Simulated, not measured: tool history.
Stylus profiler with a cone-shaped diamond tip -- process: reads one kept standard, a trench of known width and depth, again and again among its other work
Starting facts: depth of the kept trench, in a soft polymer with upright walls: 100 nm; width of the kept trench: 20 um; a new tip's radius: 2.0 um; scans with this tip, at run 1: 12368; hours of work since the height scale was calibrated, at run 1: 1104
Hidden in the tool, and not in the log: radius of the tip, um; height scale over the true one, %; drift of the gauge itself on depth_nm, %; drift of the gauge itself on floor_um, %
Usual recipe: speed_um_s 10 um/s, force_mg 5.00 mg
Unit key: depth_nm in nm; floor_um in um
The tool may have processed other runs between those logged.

run    hour  speed_um_s  force_mg  scans with this tip  hours of work since the height scale was calibrated  depth_nm  floor_um
  1     0.0          10      5.00                12368                                                 1104    102.18     18.07
  2   139.2          10      5.00                13123                                                 1172    102.22     18.10
  3   222.5          10      5.00                13575                                                 1212    102.18     18.04
  4   349.8          10      5.00                14265                                                 1274    102.19     18.03
  5   417.2          10      5.00                14631                                                 1306    102.16     18.03
  6   483.7          10      5.00                14991                                                 1339    102.18     18.07
  7   606.5          10      5.00                15657                                                 1398    102.16     17.94
  8   736.2          10      5.00                16361                                                 1461    102.12     17.97
  9   862.8          10      8.94                17047                                                 1522    103.35     17.93
 10   958.7          10      8.94                17567                                                 1569    103.25     17.92
 11  1079.3          10      5.00                18221                                                 1627    102.12     17.88
 12  1198.6          10      5.00                18869                                                 1685    102.15     17.83
 13  1262.5          10      4.23                19215                                                 1716    101.89     17.80
 14  1373.6          10      5.00                19818                                                 1770    102.13     17.87
 15  1464.2           5      5.00                20309                                                 1814    102.13     17.83
 16  1600.8          10      3.92                21049                                                 1880    101.72     17.72
 17  1678.3          10      4.94                21470                                                 1917    102.10     17.75
 18  1792.9          10      4.94                22091                                                 1973    102.10     17.81
     1920.1  -- new tip fitted, height scale calibrated
 19  1922.6          10      4.94                   14                                                    1    102.35     18.72
 20  2048.6          10      5.00                  697                                                   62    102.36     18.69
 21  2129.6          20      5.00                 1137                                                  101    102.38     18.59
 22  2264.7          20      5.00                 1870                                                  167    102.36     18.60
 23  2362.8          20      5.00                 2402                                                  214    102.30     18.55
 24  2473.1          20      5.00                 2999                                                  268    102.33     18.46
 25  2611.7           4      2.18                 3751                                                  335    101.26     18.58
 26  2720.6           4      2.18                 4342                                                  388    101.28     18.48
 27  2809.2           4      2.18                 4822                                                  431    101.24     18.44
 28  2917.1           4      2.18                 5408                                                  483    101.24     18.44
 29  2978.6           4      2.18                 5741                                                  513    101.31     18.44
 30  3116.0          10      4.91                 6486                                                  579    102.23     18.42
 31  3192.0          10      4.91                 6898                                                  616    102.22     18.42
 32  3311.5          35     12.85                 7547                                                  674    104.42     18.35
 33  3426.3          22      5.00                 8169                                                  729    102.24     18.23
 34  3495.9          22      5.00                 8547                                                  763    102.26     18.23
 35  3627.2          11      5.94                 9259                                                  827    102.55     18.19
 36  3733.1           5      3.82                 9833                                                  878    101.84     18.26
 37  3859.7           2      3.37                10519                                                  939    101.64     18.21
 38  3983.6          16      2.93                11192                                                  999    101.47     18.16
 39  4085.9          16      3.12                11746                                                 1049    101.56     18.07
 40  4151.2           2      4.82                12100                                                 1080    102.13     18.14
 41  4275.0           2      4.82                12772                                                 1140    102.14     18.12
 42  4354.8          19      7.43                13205                                                 1179    102.93     18.04
 43  4474.6          19      7.43                13854                                                 1237    102.90     18.01
 44  4548.2          19      7.43                14254                                                 1273    102.92     18.05
 45  4627.1           8     12.78                14682                                                 1311    104.26     18.07

3 ways to go on from here, each from the tool as it stands after run 45. What would each give?
  A  4700.5          20     11.01                15080                                                 1347         ?         ?
  B  4700.5          10     12.55                15080                                                 1347         ?         ?
  C  4700.5           3     12.78                15080                                                 1347         ?         ?

run  depth_nm  floor_um
  A    103.86     17.96
  B    104.26     17.98
  C    104.29     18.04
Without the tool's unlogged condition, the same runs would have read:
run  depth_nm  floor_um
  A    104.15     18.67
  B    104.55     18.70
  C    104.58     18.75
